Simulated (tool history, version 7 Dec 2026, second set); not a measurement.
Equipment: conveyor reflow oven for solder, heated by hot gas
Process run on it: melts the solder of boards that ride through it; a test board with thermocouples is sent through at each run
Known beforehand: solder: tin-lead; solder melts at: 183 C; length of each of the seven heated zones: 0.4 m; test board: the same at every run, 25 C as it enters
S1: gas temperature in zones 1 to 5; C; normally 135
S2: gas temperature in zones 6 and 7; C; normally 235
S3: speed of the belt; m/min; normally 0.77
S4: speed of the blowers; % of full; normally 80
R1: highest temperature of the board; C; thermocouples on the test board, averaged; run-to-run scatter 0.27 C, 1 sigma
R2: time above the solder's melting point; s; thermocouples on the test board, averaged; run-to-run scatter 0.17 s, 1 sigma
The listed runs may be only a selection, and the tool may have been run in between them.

{"run": 1, "hour": 0.0, "S1": 135, "S2": 235, "S3": 0.77, "S4": 80, "R1": 218.3, "R2": 46.4}
{"run": 2, "hour": 27.3, "S1": 135, "S2": 235, "S3": 0.77, "S4": 80, "R1": 218.3, "R2": 46.6}
{"run": 3, "hour": 50.9, "S1": 135, "S2": 235, "S3": 0.77, "S4": 80, "R1": 218, "R2": 46.4}
{"run": 4, "hour": 83.0, "S1": 135, "S2": 235, "S3": 0.89, "S4": 80, "R1": 213.5, "R2": 36.5}
{"run": 5, "hour": 114.7, "S1": 135, "S2": 235, "S3": 0.89, "S4": 80, "R1": 212.6, "R2": 36.3}
{"run": 6, "hour": 140.3, "S1": 135, "S2": 247, "S3": 0.77, "S4": 80, "R1": 228.2, "R2": 52}
{"run": 7, "hour": 164.3, "S1": 135, "S2": 247, "S3": 0.77, "S4": 80, "R1": 228.2, "R2": 51.8}
{"run": 8, "hour": 196.4, "S1": 135, "S2": 247, "S3": 0.77, "S4": 80, "R1": 228.4, "R2": 52}
{"run": 9, "hour": 237.9, "S1": 135, "S2": 247, "S3": 0.77, "S4": 80, "R1": 228.2, "R2": 52}
{"hour": 269.1, "done": "flux residue cleaned out of gas plates and filters"}
{"run": 10, "hour": 280.6, "S1": 126, "S2": 235, "S3": 0.77, "S4": 85, "R1": 217.4, "R2": 43.7}

Run 11, settings as shown, results not yet in. Your forecast:
{"hour": 308.2, "done": "thermocouples of zones 6 and 7 changed"}
{"run": 11, "hour": 322.6, "S1": 126, "S2": 250, "S3": 0.888, "S4": 50, "R1": "?", "R2": "?"}

R1: 215.8 C
R2: 35.5 s
Take away the tool's hidden state, keep the run-to-run variation as it was, and the same run would have given R1 215.8 C, R2 35.5 s.

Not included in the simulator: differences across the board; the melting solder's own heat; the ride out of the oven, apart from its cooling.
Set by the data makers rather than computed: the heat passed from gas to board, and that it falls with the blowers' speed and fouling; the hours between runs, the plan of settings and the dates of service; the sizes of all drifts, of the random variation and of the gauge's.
